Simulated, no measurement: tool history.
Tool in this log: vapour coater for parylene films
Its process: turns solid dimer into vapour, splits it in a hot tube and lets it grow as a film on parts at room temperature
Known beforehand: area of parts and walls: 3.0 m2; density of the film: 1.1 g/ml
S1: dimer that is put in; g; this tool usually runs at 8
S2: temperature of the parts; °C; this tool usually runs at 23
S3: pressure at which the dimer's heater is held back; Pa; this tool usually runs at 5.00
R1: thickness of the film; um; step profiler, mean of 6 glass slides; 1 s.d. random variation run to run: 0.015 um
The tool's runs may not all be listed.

run,hour,S1,S2,S3,R1
1,0.0,8,23,5.00,1.64
2,25.7,8,23,5.00,1.61
3,48.1,8,23,5.00,1.60
4,79.7,8,23,5.00,1.62
# hour 108.4: trap's valve overhauled
5,111.5,13,23,5.00,2.76
# hour 115.1: table's thermometer calibrated
6,141.6,7,23,5.00,1.42
7,176.7,7,23,5.00,1.42
8,200.0,7,28,5.00,1.21
9,231.9,7,28,5.00,1.20
10,270.0,7,28,5.00,1.20
# hour 284.4: table's thermometer calibrated, once more
11,302.3,11,33,5.84,1.62
12,332.2,8,19,2.26,2.18
13,352.7,8,27,5.00,1.45
14,390.0,8,27,5.00,1.45
15,406.5,13,21,5.34,2.87
16,436.6,8,16,5.00,2.10
17,462.2,5,31,6.24,0.74
18,482.0,5,31,6.24,0.78
19,519.7,5,31,2.51,0.84

Same runs, no hidden state in the tool, same run-to-run variation:
Unlogged tool condition in this case: vapour lost through the trap's worn valve, %; true temperature of the parts over the reading, C; drift of the gauge itself on film_um, %.
run,R1
1,1.80
2,1.78
3,1.77
4,1.80
5,2.90
6,1.53
7,1.54
8,1.32
9,1.31
10,1.32
11,1.70
12,2.30
13,1.54
14,1.55
15,3.08
16,2.26
17,0.80
18,0.84
19,0.92
